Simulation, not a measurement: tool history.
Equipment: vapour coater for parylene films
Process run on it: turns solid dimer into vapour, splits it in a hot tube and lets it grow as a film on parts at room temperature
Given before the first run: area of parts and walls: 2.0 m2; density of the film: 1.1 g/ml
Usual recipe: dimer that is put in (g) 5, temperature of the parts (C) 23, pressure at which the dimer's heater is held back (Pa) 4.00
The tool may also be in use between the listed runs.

run,hour,dimer that is put in (g),temperature of the parts (C),pressure at which the dimer's heater is held back (Pa),thickness of the film (µm)
1,0.0,5,23,4.00,1.48
2,25.2,5,17,4.00,1.85
3,48.7,5,17,4.00,1.82
4,69.9,5,17,4.00,1.84
5,93.3,5,17,4.00,1.84
6,119.2,5,17,4.00,1.83
# hour 145.4: trap's valve overhauled
7,146.9,5,17,4.00,1.94
8,162.0,5,17,4.00,1.95
9,173.0,4,22,2.90,1.41
10,191.6,4,22,2.90,1.36
11,203.9,7,23,8.29,1.89
12,222.0,8,18,6.49,2.69
13,247.6,8,29,4.49,1.96
14,274.5,6,20,4.00,2.06
15,288.5,7,23,2.53,2.36
16,314.7,7,23,2.53,2.35

What if the next run were any one of these 5? Each begins from the tool's condition after run 16:
A,330.1,7,27,4.32,?
B,330.1,5,23,3.35,?
C,330.1,3,22,3.28,?
D,330.1,7,19,2.53,?
E,330.1,5,18,6.04,?

run,thickness of the film (µm)
A,1.84
B,1.58
C,1.00
D,2.70
E,1.69
The same runs, with their run-to-run variation unchanged, on a tool lacking any hidden condition would have given:
run,thickness of the film (µm)
A,1.88
B,1.61
C,1.03
D,2.77
E,1.73
